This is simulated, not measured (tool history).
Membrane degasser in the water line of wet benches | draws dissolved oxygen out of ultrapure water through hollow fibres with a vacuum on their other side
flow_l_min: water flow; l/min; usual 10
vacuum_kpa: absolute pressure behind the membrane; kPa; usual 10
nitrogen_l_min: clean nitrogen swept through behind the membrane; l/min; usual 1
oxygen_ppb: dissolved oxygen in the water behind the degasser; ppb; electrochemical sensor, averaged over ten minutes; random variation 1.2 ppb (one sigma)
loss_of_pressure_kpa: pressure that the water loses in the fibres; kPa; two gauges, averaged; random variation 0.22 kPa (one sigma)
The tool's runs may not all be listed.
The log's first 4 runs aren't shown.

run,hour,flow_l_min,vacuum_kpa,nitrogen_l_min,oxygen_ppb,loss_of_pressure_kpa
5,283.6,7,10,1,115.6,36.99
6,382.3,7,10,1,113,37.19
7,449.3,10,10,1,162.8,52.64
8,508.2,10,17.2,1,323.5,52.48
9,607.6,10,8.1,1,115.6,52.68
10,694.3,10,10,1,160.4,52.66
11,788,10,10,1,158.9,52.54
12,846.5,10,10,1,159.7,52.32
13,942.1,10,10,0.57,266,52.29
14,1036.6,10,10,0.57,264.6,52.28
15,1098.9,10,10,1.7,97.8,51.84
16,1141.2,10,10,0.79,201.9,52.36
17,1244.8,10,10,0.79,197.6,52.04
18,1289.3,10,10,0.79,201.1,51.78
19,1356.9,10,9.3,0.41,318.8,52.16
20,1404.7,6,6.3,0.41,105.1,31.32

The next listed run, before its measurement:
21,1451.8,7,19.3,0.42,?,?

Run 21 gave oxygen_ppb 572.2 ppb, loss_of_pressure_kpa 36.36 kPa.
Without the tool's hidden state the same run would have given oxygen_ppb 571.6 ppb, loss_of_pressure_kpa 37.15 kPa.
